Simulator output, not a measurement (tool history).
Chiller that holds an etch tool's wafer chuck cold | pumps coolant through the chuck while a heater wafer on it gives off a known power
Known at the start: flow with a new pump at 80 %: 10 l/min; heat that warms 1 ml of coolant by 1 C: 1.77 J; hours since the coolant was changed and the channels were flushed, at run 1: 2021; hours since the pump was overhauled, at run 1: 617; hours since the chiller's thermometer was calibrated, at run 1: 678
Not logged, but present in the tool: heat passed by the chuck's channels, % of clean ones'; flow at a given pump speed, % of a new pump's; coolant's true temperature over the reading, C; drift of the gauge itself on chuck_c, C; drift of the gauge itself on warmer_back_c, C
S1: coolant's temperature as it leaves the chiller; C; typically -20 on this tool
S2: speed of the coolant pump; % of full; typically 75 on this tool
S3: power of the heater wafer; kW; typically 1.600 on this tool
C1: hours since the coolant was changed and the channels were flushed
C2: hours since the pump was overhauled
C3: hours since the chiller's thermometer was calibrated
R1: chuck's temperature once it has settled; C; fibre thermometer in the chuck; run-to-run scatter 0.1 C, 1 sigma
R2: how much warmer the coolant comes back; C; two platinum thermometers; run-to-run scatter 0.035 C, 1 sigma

Run 1, hour 0.0: usual settings; C1 2021; C2 617; C3 678. Result: R1 -7.2 C, R2 5.86 C.
Run 2, hour 34.0: usual settings; C1 2055; C2 651; C3 712. Result: R1 -7.1 C, R2 5.81 C.
Run 3, hour 68.6: usual settings; C1 2090; C2 686; C3 747. Result: R1 -7.0 C, R2 5.82 C.
Run 4, hour 98.4: usual settings but S2 95 % of full; C1 2120; C2 716; C3 777. Result: R1 -9.9 C, R2 4.50 C.
Run 5, hour 124.5: usual settings but S2 95 % of full; C1 2146; C2 742; C3 803. Result: R1 -9.4 C, R2 4.51 C.
Run 6, hour 161.1: usual settings but S3 1.984 kW; C1 2182; C2 779; C3 840. Result: R1 -4.0 C, R2 7.26 C.
Run 7, hour 183.2: usual settings but S3 1.984 kW; C1 2204; C2 801; C3 862. Result: R1 -3.9 C, R2 7.24 C.
Run 8, hour 200.4: usual settings but S2 61 % of full; C1 2222; C2 818; C3 879. Result: R1 -4.3 C, R2 7.37 C.
Run 9, hour 220.6: usual settings but S2 61 % of full; C1 2242; C2 838; C3 899. Result: R1 -4.4 C, R2 7.43 C.
Run 10, hour 246.3: usual settings but S2 61 % of full; C1 2268; C2 864; C3 925. Result: R1 -4.3 C, R2 7.42 C.
Run 11, hour 274.3: usual settings but S2 61 % of full; C1 2296; C2 892; C3 953. Result: R1 -4.4 C, R2 7.45 C.
Run 12, hour 308.1: usual settings; C1 2329; C2 926; C3 987. Result: R1 -7.0 C, R2 5.95 C.
Run 13, hour 325.9: usual settings; C1 2347; C2 943; C3 1004. Result: R1 -7.1 C, R2 5.93 C.
Run 14, hour 350.2: usual settings; C1 2372; C2 968; C3 1029. Result: R1 -7.1 C, R2 5.90 C.
Run 15, hour 368.9: usual settings but S1 -28 C; C1 2390; C2 986; C3 1047. Result: R1 -14.9 C, R2 5.90 C.
Run 16, hour 384.9: usual settings; C1 2406; C2 1002; C3 1063. Result: R1 -7.0 C, R2 5.99 C.
Run 17, hour 407.5: usual settings but S1 -17 C, S2 61 % of full, S3 1.524 kW; C1 2429; C2 1025; C3 1086. Result: R1 -2.0 C, R2 7.13 C.
Run 18, hour 429.8: usual settings but S1 -24 C, S2 98 % of full; C1 2451; C2 1047; C3 1108. Result: R1 -13.7 C, R2 4.51 C.
Run 19, hour 455.3: usual settings but S2 91 % of full; C1 2477; C2 1073; C3 1134. Result: R1 -9.4 C, R2 4.87 C.
Run 20, hour 488.3: usual settings but S1 -26 C, S3 0.830 kW; C1 2510; C2 1106; C3 1167. Result: R1 -19.4 C, R2 3.26 C.
Run 21, hour 506.5: usual settings but S1 -26 C, S3 0.830 kW; C1 2528; C2 1124; C3 1185. Result: R1 -19.1 C, R2 3.19 C.
Run 22, hour 531.1: usual settings but S2 62 % of full, S3 1.514 kW; C1 2552; C2 1148; C3 1210. Result: R1 -5.5 C, R2 6.99 C.
Run 23, hour 559.9: usual settings but S1 -16 C, S2 88 % of full, S3 1.693 kW; C1 2581; C2 1177; C3 1238. Result: R1 -4.2 C, R2 5.44 C.
Run 24, hour 575.2: usual settings but S1 -11 C, S2 98 % of full, S3 1.693 kW; C1 2597; C2 1193; C3 1254. Result: R1 -0.2 C, R2 4.78 C.
Run 25, hour 610.0: usual settings but S1 -17 C, S2 70 % of full, S3 1.271 kW; C1 2631; C2 1227; C3 1288. Result: R1 -6.0 C, R2 5.25 C.
Run 26, hour 643.4: usual settings but S1 -23 C, S2 64 % of full; C1 2665; C2 1261; C3 1322. Result: R1 -8.3 C, R2 7.21 C.
Run 27, hour 676.0: usual settings but S1 -23 C, S2 64 % of full; C1 2697; C2 1293; C3 1354. Result: R1 -8.1 C, R2 7.20 C.
Run 28, hour 693.5: usual settings but S3 1.377 kW; C1 2715; C2 1311; C3 1372. Result: R1 -8.9 C, R2 5.32 C.
Run 29, hour 728.6: usual settings but S3 1.377 kW; C1 2750; C2 1346; C3 1407. Result: R1 -8.8 C, R2 5.32 C.
Run 30, hour 745.1: usual settings but S1 -18 C, S2 98 % of full, S3 0.873 kW; C1 2766; C2 1363; C3 1424. Result: R1 -12.5 C, R2 2.73 C.
Run 31, hour 761.4: usual settings but S1 -19 C, S2 76 % of full, S3 1.442 kW; C1 2783; C2 1379; C3 1440. Result: R1 -7.5 C, R2 5.51 C.

Branching from run 31: 3 alternative next runs. What would each branch give?
Run A, hour 792.9: usual settings but S1 -12 C, S2 96 % of full, S3 0.892 kW; C1 2814; C2 1410; C3 1471. Result: R1 ?, R2 ?.
Run B, hour 792.9: usual settings but S1 -11 C, S2 76 % of full, S3 2.160 kW; C1 2814; C2 1410; C3 1471. Result: R1 ?, R2 ?.
Run C, hour 792.9: usual settings but S1 -28 C, S2 76 % of full, S3 1.442 kW; C1 2814; C2 1410; C3 1471. Result: R1 ?, R2 ?.

run     R1    R2
  A   -6.2  2.81
  B    6.3  8.11
  C  -16.6  5.52
Without the tool's hidden state the same runs would have given:
run     R1    R2
  A   -6.2  2.46
  B    6.3  7.76
  C  -16.6  5.17
